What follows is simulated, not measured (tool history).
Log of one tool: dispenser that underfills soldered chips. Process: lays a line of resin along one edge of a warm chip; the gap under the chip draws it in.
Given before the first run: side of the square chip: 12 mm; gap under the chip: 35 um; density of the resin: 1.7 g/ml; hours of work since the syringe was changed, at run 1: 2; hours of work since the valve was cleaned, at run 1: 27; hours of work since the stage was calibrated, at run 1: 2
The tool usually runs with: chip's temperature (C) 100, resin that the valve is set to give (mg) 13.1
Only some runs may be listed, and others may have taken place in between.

run,hour,chip's temperature (C),resin that the valve is set to give (mg),hours of work since the syringe was changed,hours of work since the valve was cleaned,hours of work since the stage was calibrated,time until the resin shows at the far edge (s),resin that the valve gave (mg)
1,0,100,13.1,2,27,2,224,12.8
# hour 6.5: new syringe of resin
2,12.7,100,13.1,5,36,11,262.6,12.71
# hour 14.6: new syringe of resin
# hour 22.8: new syringe of resin
3,26,100,15.2,2,45,20,236.5,14.77
# hour 31.1: new syringe of resin
# hour 39.4: new syringe of resin
4,40.4,100,15.2,1,55,30,210.1,14.65
# hour 47.6: dispensing valve cleaned and set on the balance
# hour 49.1: new syringe of resin
5,52.6,100,13.1,3,3,38,231.5,13.07
# hour 57.7: new syringe of resin
# hour 66.3: new syringe of resin
6,68.1,100,13.1,1,14,49,221.1,13.02
# hour 75: new syringe of resin
7,80.8,100,13.1,4,24,58,256.2,12.93
# hour 83.5: new syringe of resin
# hour 91.6: new syringe of resin
8,95.4,100,15.1,3,34,69,231.6,14.8
# hour 99.8: new syringe of resin
9,107.1,100,15.1,5,42,77,269.7,14.64
# hour 108.3: new syringe of resin
# hour 116.3: new syringe of resin
10,122.9,100,13.9,5,53,88,256.8,13.39
# hour 124.5: new syringe of resin
# hour 132.8: dispensing valve cleaned and set on the balance
# hour 133.8: new syringe of resin
11,133.8,100,13.9,0,0,95,202.4,13.88
# hour 142.3: new syringe of resin
12,143.7,100,12.1,1,8,102,223.3,12.03
# hour 151: new syringe of resin
13,151.3,100,12.1,0,13,107,213.5,12.02
# hour 159.6: new syringe of resin
14,165.4,100,12.1,4,23,118,250,11.89
# hour 168: new syringe of resin
# hour 176.4: new syringe of resin
15,177.6,100,11.4,1,32,126,224.2,11.16
# hour 184.8: new syringe of resin
16,192.3,100,11.4,6,42,137,274.5,11.1
# hour 194: new syringe of resin
# hour 203: new syringe of resin
17,208.5,87,12.2,4,54,148,440.2,11.78
# hour 211.5: new syringe of resin
18,215.8,100,15.5,3,59,153,231.8,14.9
# hour 218.3: dispensing valve cleaned and set on the balance
# hour 220.7: new syringe of resin
# hour 229.4: new syringe of resin
19,230.6,88,15,1,9,163,343.3,15
# hour 238.1: new syringe of resin
20,240.3,91,14,2,16,170,316.1,13.93
# hour 246.9: new syringe of resin
21,252.4,107,14.8,4,24,179,191.2,14.62
# hour 255.7: new syringe of resin
# hour 264.1: new syringe of resin
22,268.6,92,16.9,3,36,190,323.5,16.55
# hour 272.7: new syringe of resin
23,277.4,92,16.9,3,42,196,327.9,16.53
# hour 281.6: new syringe of resin
24,288.6,86,13.8,5,50,204,465.6,13.42
# hour 290.3: new syringe of resin
# hour 298.8: new syringe of resin
25,299.9,86,13.8,1,58,212,380.3,13.3
# hour 303.2: dispensing valve cleaned and set on the balance
# hour 307.9: new syringe of resin
26,310.2,101,13.1,2,5,219,207.2,13.02
# hour 316.3: new syringe of resin
27,318.5,101,13.1,2,11,225,202.1,13.04
# hour 324.4: new syringe of resin
28,329.9,101,13.1,4,19,233,240.3,12.93
# hour 332.5: new syringe of resin
29,338.7,99,14.8,5,25,239,263.4,14.53
# hour 341.5: new syringe of resin
# hour 350.7: new syringe of resin
30,353.4,87,13.4,2,36,250,390.5,13.13
# hour 358.7: new syringe of resin
# hour 367.3: new syringe of resin
31,369.1,109,12.1,1,47,261,153.7,11.74
# hour 375.4: new syringe of resin
32,382.4,109,12.1,5,56,270,189.2,11.69

Describe how what the log doesn't record of the tool's condition differs between the last listed run preceding each entry between runs and the first listed run following it.
Run 1 -> run 2: new syringe of resin (hour 6.5)
  resin's viscosity, % of fresh resin's: 108.5 -> 126.6; dose that the valve gives, % of what is set: 98.04 -> 97.47; true chip temperature over the reading, C: -0.15 -> -0.13
  measured less the result without the state, time until the resin shows at the far edge (s): +19.4 -> +57; resin that the valve gave (mg): -0.26 -> -0.33
Run 2 -> run 3: new syringe of resin (hour 14.6); new syringe of resin (hour 22.8)
  resin's viscosity, % of fresh resin's: 126.6 -> 115.7; dose that the valve gives, % of what is set: 97.47 -> 96.89; true chip temperature over the reading, C: -0.13 -> -0.11
  measured less the result without the state, time until the resin shows at the far edge (s): +57 -> +33.5; resin that the valve gave (mg): -0.33 -> -0.47
Run 3 -> run 4: new syringe of resin (hour 31.1); new syringe of resin (hour 39.4)
  resin's viscosity, % of fresh resin's: 115.7 -> 104.5; dose that the valve gives, % of what is set: 96.89 -> 96.25; true chip temperature over the reading, C: -0.11 -> -0.09
  measured less the result without the state, time until the resin shows at the far edge (s): +33.5 -> +10.5; resin that the valve gave (mg): -0.47 -> -0.57
Run 4 -> run 5: dispensing valve cleaned and set on the balance (hour 47.6); new syringe of resin (hour 49.1)
  resin's viscosity, % of fresh resin's: 104.5 -> 114.4; dose that the valve gives, % of what is set: 96.25 -> 99.84; true chip temperature over the reading, C: -0.09 -> -0.07
  measured less the result without the state, time until the resin shows at the far edge (s): +10.5 -> +29.8; resin that the valve gave (mg): -0.57 -> -0.02
Run 5 -> run 6: new syringe of resin (hour 57.7); new syringe of resin (hour 66.3)
  resin's viscosity, % of fresh resin's: 114.4 -> 107.9; dose that the valve gives, % of what is set: 99.84 -> 99.18; true chip temperature over the reading, C: -0.07 -> -0.05
  measured less the result without the state, time until the resin shows at the far edge (s): +29.8 -> +16.9; resin that the valve gave (mg): -0.02 -> -0.11
Run 6 -> run 7: new syringe of resin (hour 75)
  resin's viscosity, % of fresh resin's: 107.9 -> 123.4; dose that the valve gives, % of what is set: 99.18 -> 98.67; true chip temperature over the reading, C: -0.05 -> -0.03
  measured less the result without the state, time until the resin shows at the far edge (s): +16.9 -> +49.4; resin that the valve gave (mg): -0.11 -> -0.17
Run 7 -> run 8: new syringe of resin (hour 83.5); new syringe of resin (hour 91.6)
  resin's viscosity, % of fresh resin's: 123.4 -> 112.8; dose that the valve gives, % of what is set: 98.67 -> 98.08; true chip temperature over the reading, C: -0.03 -> -0.01
  measured less the result without the state, time until the resin shows at the far edge (s): +49.4 -> +26.6; resin that the valve gave (mg): -0.17 -> -0.3
Run 8 -> run 9: new syringe of resin (hour 99.8)
  resin's viscosity, % of fresh resin's: 112.8 -> 133.2; dose that the valve gives, % of what is set: 98.08 -> 97.57; true chip temperature over the reading, C: -0.01 -> 0.01
  measured less the result without the state, time until the resin shows at the far edge (s): +26.6 -> +67.7; resin that the valve gave (mg): -0.3 -> -0.37
Run 9 -> run 10: new syringe of resin (hour 108.3); new syringe of resin (hour 116.3)
  resin's viscosity, % of fresh resin's: 133.2 -> 126.4; dose that the valve gives, % of what is set: 97.57 -> 96.93; true chip temperature over the reading, C: 0.01 -> 0.03
  measured less the result without the state, time until the resin shows at the far edge (s): +67.7 -> +54.1; resin that the valve gave (mg): -0.37 -> -0.42
Run 10 -> run 11: new syringe of resin (hour 124.5); dispensing valve cleaned and set on the balance (hour 132.8); new syringe of resin (hour 133.8)
  resin's viscosity, % of fresh resin's: 126.4 -> 100.1; dose that the valve gives, % of what is set: 96.93 -> 99.7; true chip temperature over the reading, C: 0.03 -> 0.04
  measured less the result without the state, time until the resin shows at the far edge (s): +54.1 -> -0.2; resin that the valve gave (mg): -0.42 -> -0.05
Run 11 -> run 12: new syringe of resin (hour 142.3)
  resin's viscosity, % of fresh resin's: 100.1 -> 105.6; dose that the valve gives, % of what is set: 99.7 -> 99.26; true chip temperature over the reading, C: 0.04 -> 0.06
  measured less the result without the state, time until the resin shows at the far edge (s): -0.2 -> +11.8; resin that the valve gave (mg): -0.05 -> -0.09
Run 12 -> run 13: new syringe of resin (hour 151)
  resin's viscosity, % of fresh resin's: 105.6 -> 102.6; dose that the valve gives, % of what is set: 99.26 -> 98.95; true chip temperature over the reading, C: 0.06 -> 0.07
  measured less the result without the state, time until the resin shows at the far edge (s): +11.8 -> +5.2; resin that the valve gave (mg): -0.09 -> -0.13
Run 13 -> run 14: new syringe of resin (hour 159.6)
  resin's viscosity, % of fresh resin's: 102.6 -> 123; dose that the valve gives, % of what is set: 98.95 -> 98.37; true chip temperature over the reading, C: 0.07 -> 0.09
  measured less the result without the state, time until the resin shows at the far edge (s): +5.2 -> +46.9; resin that the valve gave (mg): -0.13 -> -0.19
Run 14 -> run 15: new syringe of resin (hour 168); new syringe of resin (hour 176.4)
  resin's viscosity, % of fresh resin's: 123 -> 106.2; dose that the valve gives, % of what is set: 98.37 -> 97.94; true chip temperature over the reading, C: 0.09 -> 0.11
  measured less the result without the state, time until the resin shows at the far edge (s): +46.9 -> +13.4; resin that the valve gave (mg): -0.19 -> -0.23
Run 15 -> run 16: new syringe of resin (hour 184.8)
  resin's viscosity, % of fresh resin's: 106.2 -> 129.2; dose that the valve gives, % of what is set: 97.94 -> 97.34; true chip temperature over the reading, C: 0.11 -> 0.13
  measured less the result without the state, time until the resin shows at the far edge (s): +13.4 -> +62.6; resin that the valve gave (mg): -0.23 -> -0.31
Run 16 -> run 17: new syringe of resin (hour 194); new syringe of resin (hour 203)
  resin's viscosity, % of fresh resin's: 129.2 -> 122.7; dose that the valve gives, % of what is set: 97.34 -> 96.65; true chip temperature over the reading, C: 0.13 -> 0.16
  measured less the result without the state, time until the resin shows at the far edge (s): +62.6 -> +81.6; resin that the valve gave (mg): -0.31 -> -0.41
Run 17 -> run 18: new syringe of resin (hour 211.5)
  resin's viscosity, % of fresh resin's: 122.7 -> 116.5; dose that the valve gives, % of what is set: 96.65 -> 96.35; true chip temperature over the reading, C: 0.16 -> 0.17
  measured less the result without the state, time until the resin shows at the far edge (s): +81.6 -> +32; resin that the valve gave (mg): -0.41 -> -0.57
Run 18 -> run 19: dispensing valve cleaned and set on the balance (hour 218.3); new syringe of resin (hour 220.7); new syringe of resin (hour 229.4)
  resin's viscosity, % of fresh resin's: 116.5 -> 105.6; dose that the valve gives, % of what is set: 96.35 -> 99.76; true chip temperature over the reading, C: 0.17 -> 0.19
  measured less the result without the state, time until the resin shows at the far edge (s): +32 -> +15.5; resin that the valve gave (mg): -0.57 -> -0.03
Run 19 -> run 20: new syringe of resin (hour 238.1)
  resin's viscosity, % of fresh resin's: 105.6 -> 107.8; dose that the valve gives, % of what is set: 99.76 -> 99.33; true chip temperature over the reading, C: 0.19 -> 0.2
  measured less the result without the state, time until the resin shows at the far edge (s): +15.5 -> +20.6; resin that the valve gave (mg): -0.03 -> -0.09
Run 20 -> run 21: new syringe of resin (hour 246.9)
  resin's viscosity, % of fresh resin's: 107.8 -> 123.1; dose that the valve gives, % of what is set: 99.33 -> 98.86; true chip temperature over the reading, C: 0.2 -> 0.22
  measured less the result without the state, time until the resin shows at the far edge (s): +20.6 -> +34.7; resin that the valve gave (mg): -0.09 -> -0.17
Run 21 -> run 22: new syringe of resin (hour 255.7); new syringe of resin (hour 264.1)
  resin's viscosity, % of fresh resin's: 123.1 -> 117.4; dose that the valve gives, % of what is set: 98.86 -> 98.16; true chip temperature over the reading, C: 0.22 -> 0.25
  measured less the result without the state, time until the resin shows at the far edge (s): +34.7 -> +45.3; resin that the valve gave (mg): -0.17 -> -0.32
Run 22 -> run 23: new syringe of resin (hour 272.7)
  resin's viscosity, % of fresh resin's: 117.4 -> 118.5; dose that the valve gives, % of what is set: 98.16 -> 97.82; true chip temperature over the reading, C: 0.25 -> 0.26
  measured less the result without the state, time until the resin shows at the far edge (s): +45.3 -> +48.4; resin that the valve gave (mg): -0.32 -> -0.37
Run 23 -> run 24: new syringe of resin (hour 281.6)
  resin's viscosity, % of fresh resin's: 118.5 -> 129.7; dose that the valve gives, % of what is set: 97.82 -> 97.36; true chip temperature over the reading, C: 0.26 -> 0.28
  measured less the result without the state, time until the resin shows at the far edge (s): +48.4 -> +103.3; resin that the valve gave (mg): -0.37 -> -0.37
Run 24 -> run 25: new syringe of resin (hour 290.3); new syringe of resin (hour 298.8)
  resin's viscosity, % of fresh resin's: 129.7 -> 104.6; dose that the valve gives, % of what is set: 97.36 -> 96.9; true chip temperature over the reading, C: 0.28 -> 0.3
  measured less the result without the state, time until the resin shows at the far edge (s): +103.3 -> +13.5; resin that the valve gave (mg): -0.37 -> -0.43
Run 25 -> run 26: dispensing valve cleaned and set on the balance (hour 303.2); new syringe of resin (hour 307.9)
  resin's viscosity, % of fresh resin's: 104.6 -> 107.2; dose that the valve gives, % of what is set: 96.9 -> 99.59; true chip temperature over the reading, C: 0.3 -> 0.31
  measured less the result without the state, time until the resin shows at the far edge (s): +13.5 -> +11.7; resin that the valve gave (mg): -0.43 -> -0.06
Run 26 -> run 27: new syringe of resin (hour 316.3)
  resin's viscosity, % of fresh resin's: 107.2 -> 107.5; dose that the valve gives, % of what is set: 99.59 -> 99.28; true chip temperature over the reading, C: 0.31 -> 0.32
  measured less the result without the state, time until the resin shows at the far edge (s): +11.7 -> +11.9; resin that the valve gave (mg): -0.06 -> -0.09
Run 27 -> run 28: new syringe of resin (hour 324.4)
  resin's viscosity, % of fresh resin's: 107.5 -> 123.3; dose that the valve gives, % of what is set: 99.28 -> 98.8; true chip temperature over the reading, C: 0.32 -> 0.34
  measured less the result without the state, time until the resin shows at the far edge (s): +11.9 -> +43.2; resin that the valve gave (mg): -0.09 -> -0.15
Run 28 -> run 29: new syringe of resin (hour 332.5)
  resin's viscosity, % of fresh resin's: 123.3 -> 128.8; dose that the valve gives, % of what is set: 98.8 -> 98.46; true chip temperature over the reading, C: 0.34 -> 0.35
  measured less the result without the state, time until the resin shows at the far edge (s): +43.2 -> +56.3; resin that the valve gave (mg): -0.15 -> -0.23
Run 29 -> run 30: new syringe of resin (hour 341.5); new syringe of resin (hour 350.7)
  resin's viscosity, % of fresh resin's: 128.8 -> 110.1; dose that the valve gives, % of what is set: 98.46 -> 97.85; true chip temperature over the reading, C: 0.35 -> 0.38
  measured less the result without the state, time until the resin shows at the far edge (s): +56.3 -> +31; resin that the valve gave (mg): -0.23 -> -0.29
Run 30 -> run 31: new syringe of resin (hour 358.7); new syringe of resin (hour 367.3)
  resin's viscosity, % of fresh resin's: 110.1 -> 105.1; dose that the valve gives, % of what is set: 97.85 -> 97.17; true chip temperature over the reading, C: 0.38 -> 0.4
  measured less the result without the state, time until the resin shows at the far edge (s): +31 -> +6.1; resin that the valve gave (mg): -0.29 -> -0.34
Run 31 -> run 32: new syringe of resin (hour 375.4)
  resin's viscosity, % of fresh resin's: 105.1 -> 130; dose that the valve gives, % of what is set: 97.17 -> 96.66; true chip temperature over the reading, C: 0.4 -> 0.42
  measured less the result without the state, time until the resin shows at the far edge (s): +6.1 -> +42.4; resin that the valve gave (mg): -0.34 -> -0.4
